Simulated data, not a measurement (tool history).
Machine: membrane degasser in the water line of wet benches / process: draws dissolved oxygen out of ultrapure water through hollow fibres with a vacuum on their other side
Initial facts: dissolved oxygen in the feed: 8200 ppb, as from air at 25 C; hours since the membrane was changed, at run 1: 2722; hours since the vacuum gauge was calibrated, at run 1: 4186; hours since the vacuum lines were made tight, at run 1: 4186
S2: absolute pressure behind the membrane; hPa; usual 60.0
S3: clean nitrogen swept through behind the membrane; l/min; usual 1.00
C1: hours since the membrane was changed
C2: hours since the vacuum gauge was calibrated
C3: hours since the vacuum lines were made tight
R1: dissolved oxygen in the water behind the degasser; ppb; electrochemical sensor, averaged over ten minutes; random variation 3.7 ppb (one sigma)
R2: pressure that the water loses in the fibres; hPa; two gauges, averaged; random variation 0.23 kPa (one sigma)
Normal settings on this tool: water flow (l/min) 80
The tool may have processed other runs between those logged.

Run 1, day 0.000: usual settings; C1 2722; C2 4186; C3 4186. Result: R1 413.2 ppb, R2 625.3 hPa.
At day 7.538: vacuum gauge calibrated.
Run 2, day 13.679: usual settings; C1 3050; C2 147; C3 4514. Result: R1 440.6 ppb, R2 626.6 hPa.
Run 3, day 22.062: usual settings but S3 0.46 l/min; C1 3251; C2 349; C3 4715. Result: R1 689.8 ppb, R2 629.3 hPa.
Run 4, day 32.725: usual settings but S2 98.0 hPa; C1 3507; C2 604; C3 4971. Result: R1 901.8 ppb, R2 631.9 hPa.
Run 5, day 46.596: usual settings but S2 142.3 hPa; C1 3840; C2 937; C3 5304. Result: R1 1379.7 ppb, R2 635.1 hPa.
At day 48.721: vacuum gauge calibrated, once more.
Run 6, day 60.975: usual settings but S2 142.3 hPa; C1 4185; C2 294; C3 5648. Result: R1 1322.8 ppb, R2 634.3 hPa.
At day 69.062: seals of the vacuum lines changed.
Run 7, day 69.062: usual settings but S2 142.3 hPa; C1 4377; C2 486; C3 0. Result: R1 1323.2 ppb, R2 639.0 hPa.
Run 8, day 78.100: usual settings but S3 0.97 l/min; C1 4594; C2 703; C3 217. Result: R1 380.0 ppb, R2 639.9 hPa.
Run 9, day 84.458: usual settings; C1 4746; C2 856; C3 369. Result: R1 383.6 ppb, R2 643.8 hPa.
Run 10, day 98.508: usual settings; C1 5084; C2 1193; C3 707. Result: R1 382.3 ppb, R2 642.4 hPa.
Run 11, day 108.496: usual settings; C1 5323; C2 1433; C3 946. Result: R1 397.7 ppb, R2 643.2 hPa.
Run 12, day 117.971: usual settings; C1 5551; C2 1660; C3 1174. Result: R1 403.2 ppb, R2 647.0 hPa.
Run 13, day 132.575: usual settings; C1 5901; C2 2011; C3 1524. Result: R1 402.7 ppb, R2 653.0 hPa.
Run 14, day 139.696: usual settings but S3 1.07 l/min; C1 6072; C2 2181; C3 1695. Result: R1 377.9 ppb, R2 654.8 hPa.
Run 15, day 153.629: usual settings but S3 1.07 l/min; C1 6406; C2 2516; C3 2030. Result: R1 380.6 ppb, R2 651.4 hPa.
Run 16, day 161.408: usual settings but S3 1.07 l/min; C1 6593; C2 2702; C3 2216. Result: R1 382.6 ppb, R2 657.5 hPa.
Run 17, day 175.488: usual settings but water flow (l/min) 110, S3 1.07 l/min; C1 6931; C2 3040; C3 2554. Result: R1 481.0 ppb, R2 906.8 hPa.
Run 18, day 186.438: usual settings but S2 50.1 hPa; C1 7194; C2 3303; C3 2817. Result: R1 281.7 ppb, R2 663.0 hPa.
Run 19, day 199.833: usual settings but S2 53.9 hPa; C1 7515; C2 3625; C3 3138. Result: R1 344.0 ppb, R2 668.1 hPa.
Run 20, day 208.925: usual settings but S2 89.6 hPa, S3 1.71 l/min; C1 7734; C2 3843; C3 3357. Result: R1 536.3 ppb, R2 667.8 hPa.
Run 21, day 223.229: usual settings but water flow (l/min) 86; C1 8077; C2 4186; C3 3700. Result: R1 437.9 ppb, R2 716.7 hPa.
At day 231.017: vacuum gauge calibrated.
Run 22, day 231.017: usual settings but water flow (l/min) 86; C1 8263; C2 0; C3 3886. Result: R1 385.9 ppb, R2 721.5 hPa.
Run 23, day 243.575: usual settings but water flow (l/min) 86; C1 8565; C2 301; C3 4188. Result: R1 391.7 ppb, R2 724.1 hPa.
Run 24, day 251.692: usual settings but water flow (l/min) 58, S2 48.6 hPa, S3 0.93 l/min; C1 8759; C2 496; C3 4383. Result: R1 190.3 ppb, R2 490.8 hPa.
Run 25, day 260.442: usual settings but S2 39.9 hPa, S3 1.42 l/min; C1 8969; C2 706; C3 4593. Result: R1 98.3 ppb, R2 685.7 hPa.
Run 26, day 273.112: usual settings but S2 39.9 hPa, S3 0.57 l/min; C1 9274; C2 1010; C3 4897. Result: R1 170.8 ppb, R2 680.3 hPa.
At day 286.333: membrane cartridge changed.
Run 27, day 287.354: usual settings but water flow (l/min) 81, S2 116.6 hPa, S3 2.17 l/min; C1 24; C2 1348; C3 5234. Result: R1 622.2 ppb, R2 609.3 hPa.
Run 28, day 298.304: usual settings but water flow (l/min) 81, S2 116.6 hPa, S3 2.17 l/min; C1 287; C2 1611; C3 5497. Result: R1 618.3 ppb, R2 610.8 hPa.
Run 29, day 306.971: usual settings but water flow (l/min) 117, S2 66.3 hPa, S3 0.94 l/min; C1 495; C2 1819; C3 5705. Result: R1 606.3 ppb, R2 886.9 hPa.

Consider 5 possible next runs. They are alternatives, not a sequence: every one starts from the tool as it was left by run 29. What does each give?
At day 313.462: seals of the vacuum lines changed.
Run A, day 320.400: usual settings but water flow (l/min) 60, S2 75.4 hPa, S3 1.80 l/min; C1 816; C2 2139; C3 166. Result: R1 ?, R2 ?.
At day 313.462: seals of the vacuum lines changed.
Run B, day 320.400: usual settings but water flow (l/min) 93; C1 816; C2 2139; C3 166. Result: R1 ?, R2 ?.
At day 313.462: seals of the vacuum lines changed.
Run C, day 320.400: usual settings but water flow (l/min) 67, S2 112.5 hPa, S3 1.07 l/min; C1 816; C2 2139; C3 166. Result: R1 ?, R2 ?.
At day 313.462: seals of the vacuum lines changed.
Run D, day 320.400: usual settings but water flow (l/min) 103, S2 51.8 hPa, S3 0.94 l/min; C1 816; C2 2139; C3 166. Result: R1 ?, R2 ?.
At day 313.462: seals of the vacuum lines changed.
Run E, day 320.400: usual settings but water flow (l/min) 53, S2 60.4 hPa, S3 2.98 l/min; C1 816; C2 2139; C3 166. Result: R1 ?, R2 ?.

run     R1     R2
  A  312.5  456.1
  B  432.2  707.8
  C  856.5  512.6
  D  358.5  787.1
  E  121.2  403.7
Stripped of hidden state, with their random variation kept, the same runs would have yielded:
run     R1     R2
  A  297.8  451.2
  B  401.9  700.2
  C  835.6  507.2
  D  323.9  778.7
  E  112.5  399.4

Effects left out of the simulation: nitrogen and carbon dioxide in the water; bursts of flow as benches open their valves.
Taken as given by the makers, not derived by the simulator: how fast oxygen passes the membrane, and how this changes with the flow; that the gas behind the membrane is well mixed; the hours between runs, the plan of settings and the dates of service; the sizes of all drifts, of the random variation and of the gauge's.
